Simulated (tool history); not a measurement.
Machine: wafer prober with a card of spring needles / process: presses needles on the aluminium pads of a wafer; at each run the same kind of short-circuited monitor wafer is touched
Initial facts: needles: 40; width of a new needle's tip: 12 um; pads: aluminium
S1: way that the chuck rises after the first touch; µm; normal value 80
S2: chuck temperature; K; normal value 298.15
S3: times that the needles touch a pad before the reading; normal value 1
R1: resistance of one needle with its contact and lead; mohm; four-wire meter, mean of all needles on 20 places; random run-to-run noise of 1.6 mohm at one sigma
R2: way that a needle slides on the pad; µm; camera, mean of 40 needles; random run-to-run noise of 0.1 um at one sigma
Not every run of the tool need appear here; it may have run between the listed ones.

run 1 hour=0.0 | S1=80 S2=298.15 S3=1 | R1=178 R2=21.56
-- hour=5.0 tips cleaned on abrasive film
-- hour=11.1 tips cleaned on abrasive film
-- hour=16.1 tips cleaned on abrasive film
-- hour=22.2 tips cleaned on abrasive film
-- hour=27.2 tips cleaned on abrasive film
-- hour=33.3 tips cleaned on abrasive film
run 2 hour=33.3 | S1=80 S2=298.15 S3=1 | R1=174 R2=21.46
-- hour=39.5 tips cleaned on abrasive film
-- hour=44.4 tips cleaned on abrasive film
-- hour=50.6 tips cleaned on abrasive film
-- hour=56.8 tips cleaned on abrasive film
-- hour=62.9 tips cleaned on abrasive film
-- hour=69.1 tips cleaned on abrasive film
-- hour=75.3 tips cleaned on abrasive film
run 3 hour=78.3 | S1=80 S2=336.15 S3=1 | R1=277 R2=21.21
-- hour=80.8 tips cleaned on abrasive film
-- hour=85.7 tips cleaned on abrasive film
-- hour=91.9 tips cleaned on abrasive film
-- hour=96.9 tips cleaned on abrasive film
-- hour=103.0 tips cleaned on abrasive film
-- hour=109.2 tips cleaned on abrasive film
-- hour=115.3 tips cleaned on abrasive film
-- hour=120.3 tips cleaned on abrasive film
-- hour=126.5 tips cleaned on abrasive film
run 4 hour=127.9 | S1=80 S2=336.15 S3=1 | R1=236 R2=21.22
-- hour=131.7 tips cleaned on abrasive film
-- hour=137.8 tips cleaned on abrasive film
-- hour=142.8 tips cleaned on abrasive film
-- hour=148.9 tips cleaned on abrasive film
-- hour=155.1 tips cleaned on abrasive film
run 5 hour=158.6 | S1=80 S2=336.15 S3=1 | R1=286 R2=20.99
-- hour=161.1 tips cleaned on abrasive film
-- hour=166.1 tips cleaned on abrasive film
-- hour=172.2 tips cleaned on abrasive film
-- hour=178.4 tips cleaned on abrasive film
-- hour=184.5 tips cleaned on abrasive film
-- hour=190.7 tips cleaned on abrasive film
-- hour=196.9 tips cleaned on abrasive film
-- hour=203.0 tips cleaned on abrasive film
-- hour=208.0 tips cleaned on abrasive film
run 6 hour=209.8 | S1=80 S2=336.15 S3=1 | R1=257 R2=20.81
-- hour=213.5 tips cleaned on abrasive film
-- hour=219.7 tips cleaned on abrasive film
-- hour=225.8 tips cleaned on abrasive film
-- hour=232.0 tips cleaned on abrasive film
-- hour=238.2 tips cleaned on abrasive film
-- hour=244.3 tips cleaned on abrasive film
-- hour=250.5 tips cleaned on abrasive film
-- hour=256.7 tips cleaned on abrasive film
-- hour=262.0 tips cleaned on abrasive film
run 7 hour=262.0 | S1=80 S2=336.15 S3=1 | R1=188 R2=20.82
-- hour=266.9 tips cleaned on abrasive film
-- hour=273.1 tips cleaned on abrasive film
-- hour=275.8 height of the first contact set anew
-- hour=279.6 tips cleaned on abrasive film
-- hour=285.7 tips cleaned on abrasive film
run 8 hour=288.6 | S1=80 S2=336.15 S3=1 | R1=271 R2=21.86
-- hour=291.1 tips cleaned on abrasive film
-- hour=296.0 tips cleaned on abrasive film
-- hour=302.2 tips cleaned on abrasive film
-- hour=308.4 tips cleaned on abrasive film
-- hour=314.5 tips cleaned on abrasive film
-- hour=320.7 tips cleaned on abrasive film
run 9 hour=325.4 | S1=80 S2=298.15 S3=1 | R1=315 R2=21.92
-- hour=326.7 tips cleaned on abrasive film
-- hour=332.9 tips cleaned on abrasive film
-- hour=339.1 tips cleaned on abrasive film
-- hour=345.2 tips cleaned on abrasive film
-- hour=351.4 tips cleaned on abrasive film
-- hour=357.6 tips cleaned on abrasive film
-- hour=363.7 tips cleaned on abrasive film
-- hour=368.7 tips cleaned on abrasive film
run 10 hour=372.4 | S1=80 S2=298.15 S3=1 | R1=308 R2=21.56
-- hour=373.7 tips cleaned on abrasive film
-- hour=379.9 tips cleaned on abrasive film
-- hour=386.0 tips cleaned on abrasive film
-- hour=392.2 tips cleaned on abrasive film
-- hour=398.4 tips cleaned on abrasive film
-- hour=403.3 tips cleaned on abrasive film
-- hour=409.5 tips cleaned on abrasive film
-- hour=415.6 tips cleaned on abrasive film
-- hour=421.8 tips cleaned on abrasive film
run 11 hour=422.6 | S1=80 S2=298.15 S3=1 | R1=213 R2=21.32
-- hour=427.5 tips cleaned on abrasive film
-- hour=433.7 tips cleaned on abrasive film
-- hour=439.8 tips cleaned on abrasive film
-- hour=446.0 tips cleaned on abrasive film
-- hour=452.2 tips cleaned on abrasive film
-- hour=458.3 tips cleaned on abrasive film
run 12 hour=461.1 | S1=80 S2=298.15 S3=1 | R1=286 R2=21.13
-- hour=463.6 tips cleaned on abrasive film
-- hour=469.8 tips cleaned on abrasive film
-- hour=476.0 tips cleaned on abrasive film
-- hour=482.1 tips cleaned on abrasive film
-- hour=488.3 tips cleaned on abrasive film
-- hour=494.4 tips cleaned on abrasive film
-- hour=499.4 tips cleaned on abrasive film
run 13 hour=500.5 | S1=80 S2=302.15 S3=1 | R1=246 R2=21.12

Run 14 comes next. What will it give?
-- hour=505.4 tips cleaned on abrasive film
-- hour=510.4 tips cleaned on abrasive film
-- hour=516.5 tips cleaned on abrasive film
-- hour=522.7 tips cleaned on abrasive film
-- hour=528.9 tips cleaned on abrasive film
-- hour=533.8 tips cleaned on abrasive film
-- hour=540.0 tips cleaned on abrasive film
-- hour=546.1 tips cleaned on abrasive film
run 14 hour=547.3 | S1=93 S2=298.15 S3=2 | R1=? R2=?

R1: 198 mohm
R2: 24.42 µm
Take away the tool's hidden state, keep the run-to-run variation as it was, and the same run would have given R1 161 mohm, R2 25.47 µm.
